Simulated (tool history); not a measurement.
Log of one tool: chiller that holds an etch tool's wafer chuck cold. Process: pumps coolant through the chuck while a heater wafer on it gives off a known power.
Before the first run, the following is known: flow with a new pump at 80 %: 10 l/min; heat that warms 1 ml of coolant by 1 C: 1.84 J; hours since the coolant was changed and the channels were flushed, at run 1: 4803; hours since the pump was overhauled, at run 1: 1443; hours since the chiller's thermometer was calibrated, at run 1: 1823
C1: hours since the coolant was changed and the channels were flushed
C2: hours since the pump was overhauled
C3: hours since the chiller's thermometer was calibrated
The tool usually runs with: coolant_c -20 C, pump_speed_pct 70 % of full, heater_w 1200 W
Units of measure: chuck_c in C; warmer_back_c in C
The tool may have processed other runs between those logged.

Run 1, day 0.000: usual settings; C1 4803; C2 1443; C3 1823. Result: chuck_c -9.9 C, warmer_back_c 4.59 C.
Run 2, day 2.121: usual settings; C1 4854; C2 1494; C3 1874. Result: chuck_c -9.7 C, warmer_back_c 4.62 C.
Run 3, day 3.858: usual settings but pump_speed_pct 60 % of full; C1 4896; C2 1535; C3 1916. Result: chuck_c -7.9 C, warmer_back_c 5.36 C.
Run 4, day 6.046: usual settings but pump_speed_pct 60 % of full; C1 4948; C2 1588; C3 1968. Result: chuck_c -8.1 C, warmer_back_c 5.36 C.
Run 5, day 7.854: usual settings but pump_speed_pct 60 % of full; C1 4992; C2 1631; C3 2012. Result: chuck_c -8.1 C, warmer_back_c 5.45 C.
Run 6, day 9.808: usual settings but heater_w 1448 W; C1 5039; C2 1678; C3 2059. Result: chuck_c -7.5 C, warmer_back_c 5.49 C.
Run 7, day 11.675: usual settings but heater_w 1448 W; C1 5083; C2 1723; C3 2104. Result: chuck_c -7.5 C, warmer_back_c 5.55 C.
Run 8, day 12.871: usual settings but heater_w 1448 W; C1 5112; C2 1752; C3 2132. Result: chuck_c -7.4 C, warmer_back_c 5.58 C.
Run 9, day 14.221: usual settings but heater_w 1448 W; C1 5145; C2 1784; C3 2165. Result: chuck_c -7.5 C, warmer_back_c 5.49 C.
Run 10, day 16.304: usual settings but pump_speed_pct 67 % of full; C1 5195; C2 1834; C3 2215. Result: chuck_c -9.2 C, warmer_back_c 4.83 C.
Run 11, day 17.829: usual settings but pump_speed_pct 67 % of full; C1 5231; C2 1871; C3 2251. Result: chuck_c -9.1 C, warmer_back_c 4.84 C.
Run 12, day 18.950: usual settings but pump_speed_pct 93 % of full; C1 5258; C2 1898; C3 2278. Result: chuck_c -12.2 C, warmer_back_c 3.40 C.
Run 13, day 20.242: usual settings; C1 5289; C2 1929; C3 2309. Result: chuck_c -9.8 C, warmer_back_c 4.61 C.
Run 14, day 21.288: usual settings but pump_speed_pct 78 % of full; C1 5314; C2 1954; C3 2334. Result: chuck_c -10.7 C, warmer_back_c 4.07 C.
Run 15, day 22.229: usual settings but coolant_c -30 C, pump_speed_pct 69 % of full, heater_w 691 W; C1 5337; C2 1976; C3 2357. Result: chuck_c -24.0 C, warmer_back_c 2.69 C.
At day 22.433: chiller's thermometer calibrated.
Run 16, day 24.208: usual settings but coolant_c -15 C, pump_speed_pct 87 % of full; C1 5383; C2 2023; C3 43. Result: chuck_c -6.4 C, warmer_back_c 3.68 C.
Run 17, day 26.217: usual settings but coolant_c -14 C, pump_speed_pct 65 % of full, heater_w 1079 W; C1 5431; C2 2071; C3 91. Result: chuck_c -4.1 C, warmer_back_c 4.51 C.
Run 18, day 27.662: usual settings but coolant_c -21 C, pump_speed_pct 84 % of full; C1 5466; C2 2106; C3 125. Result: chuck_c -12.2 C, warmer_back_c 3.79 C.
Run 19, day 28.604: usual settings but coolant_c -21 C, pump_speed_pct 84 % of full, heater_w 1286 W; C1 5489; C2 2128; C3 148. Result: chuck_c -11.8 C, warmer_back_c 4.09 C.
Run 20, day 30.075: usual settings but coolant_c -21 C, pump_speed_pct 84 % of full, heater_w 1286 W; C1 5524; C2 2164; C3 183. Result: chuck_c -11.7 C, warmer_back_c 4.11 C.
At day 30.771: chiller's thermometer calibrated, once more.
Run 21, day 31.983: usual settings but pump_speed_pct 89 % of full; C1 5569; C2 2208; C3 29. Result: chuck_c -11.5 C, warmer_back_c 3.65 C.
Run 22, day 33.479: usual settings but pump_speed_pct 68 % of full, heater_w 1024 W; C1 5605; C2 2244; C3 65. Result: chuck_c -10.9 C, warmer_back_c 4.05 C.
Run 23, day 34.462: usual settings but pump_speed_pct 68 % of full, heater_w 1024 W; C1 5628; C2 2268; C3 89. Result: chuck_c -10.8 C, warmer_back_c 4.07 C.
Run 24, day 35.500: usual settings but pump_speed_pct 79 % of full, heater_w 1540 W; C1 5653; C2 2293; C3 114. Result: chuck_c -7.9 C, warmer_back_c 5.33 C.
Run 25, day 36.496: usual settings but coolant_c -27 C, pump_speed_pct 66 % of full, heater_w 741 W; C1 5677; C2 2317; C3 137. Result: chuck_c -20.3 C, warmer_back_c 3.08 C.
Run 26, day 38.654: usual settings but coolant_c -28 C, pump_speed_pct 92 % of full, heater_w 1587 W; C1 5729; C2 2369; C3 189. Result: chuck_c -17.2 C, warmer_back_c 4.62 C.
Run 27, day 39.729: usual settings but coolant_c -24 C, pump_speed_pct 69 % of full, heater_w 1054 W; C1 5755; C2 2394; C3 215. Result: chuck_c -14.8 C, warmer_back_c 4.13 C.
Run 28, day 41.888: usual settings but coolant_c -10 C, pump_speed_pct 62 % of full; C1 5807; C2 2446; C3 267. Result: chuck_c 1.9 C, warmer_back_c 5.23 C.

A few steps of chuck_c between consecutive runs. Split each: what settings, incoming material and random variation would produce without the hidden state, and what is left over for the hidden state, along with gauge scatter present in only one of the two compared results (measured, and without hidden state):
Hidden state present: heat passed by the chuck's channels, % of clean ones'; flow at a given pump speed, % of a new pump's; coolant's true temperature over the reading, C; drift of the gauge itself on chuck_c, C; drift of the gauge itself on warmer_back_c, C.
Run 15 -> 16: coolant_c -30 -> -15, pump_speed_pct 69 -> 87, heater_w 691 -> 1200, chiller's thermometer calibrated. chuck_c +17.6 C: hidden state +0.2, all else +17.4.
Run 24 -> 25: coolant_c -20 -> -27, pump_speed_pct 79 -> 66, heater_w 1540 -> 741. chuck_c -12.4 C: hidden state -0.4, all else -12.0.
Run 25 -> 26: coolant_c -27 -> -28, pump_speed_pct 66 -> 92, heater_w 741 -> 1587. chuck_c +3.1 C: hidden state +0.4, all else +2.7.
Run 27 -> 28: coolant_c -24 -> -10, pump_speed_pct 69 -> 62, heater_w 1054 -> 1200. chuck_c +16.7 C: hidden state +0.2, all else +16.5.
